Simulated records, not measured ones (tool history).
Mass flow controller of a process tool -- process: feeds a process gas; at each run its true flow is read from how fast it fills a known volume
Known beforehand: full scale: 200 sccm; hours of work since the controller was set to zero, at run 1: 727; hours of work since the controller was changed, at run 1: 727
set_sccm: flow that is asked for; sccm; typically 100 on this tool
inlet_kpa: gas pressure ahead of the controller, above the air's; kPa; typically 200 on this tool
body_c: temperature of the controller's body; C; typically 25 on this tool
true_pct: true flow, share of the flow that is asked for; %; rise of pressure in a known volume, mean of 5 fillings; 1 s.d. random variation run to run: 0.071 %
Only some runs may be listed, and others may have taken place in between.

run	hour	set_sccm	inlet_kpa	body_c	hours of work since the controller was set to zero	hours of work since the controller was changed	true_pct
1	0	100	200	25	727	727	99.5
2	45.9	100	200	25	745	745	99.4
3	90	100	200	25	763	763	99.46
4	176.8	100	158	25	797	797	99.52
5	235.9	100	158	25	820	820	99.54
6	298.4	100	158	25	844	844	99.65
7	373.9	100	158	25	874	874	99.68
8	431.1	100	200	22	896	896	100
9	512.4	100	200	22	928	928	99.92
10	572	100	200	22	952	952	100.13
11	616.6	108	200	25	969	969	100.03
12	686.2	21	200	25	996	996	99.71
13	732.3	100	201	25	1014	1014	100.18
14	817.5	26	154	26	1048	1048	99.61
15	875.6	88	279	26	1071	1071	100.4
# hour 899: gauge calibrated
16	927.8	52	165	29	1091	1091	98.69
17	971.9	52	165	29	1108	1108	98.9
18	1029.9	24	200	31	1131	1131	98.68
19	1080.4	100	200	31	1151	1151	99.06
20	1154.1	158	151	39	1180	1180	98.97
21	1225.2	158	151	39	1208	1208	98.85
22	1281	112	151	21	1229	1229	99.99
23	1350.6	112	151	21	1257	1257	100
24	1437.4	131	276	21	1291	1291	100.5

Forecast each of these 4 alternatives for the next run:
A	1517.7	129	200	29	1322	1322	?
B	1517.7	143	246	25	1322	1322	?
C	1517.7	131	249	30	1322	1322	?
D	1517.7	35	156	27	1322	1322	?

run	true_pct
A	99.98
B	100.34
C	99.87
D	99.55
Had the tool no hidden state, the same runs would have come out as:
run	true_pct
A	99.39
B	99.75
C	99.28
D	98.95
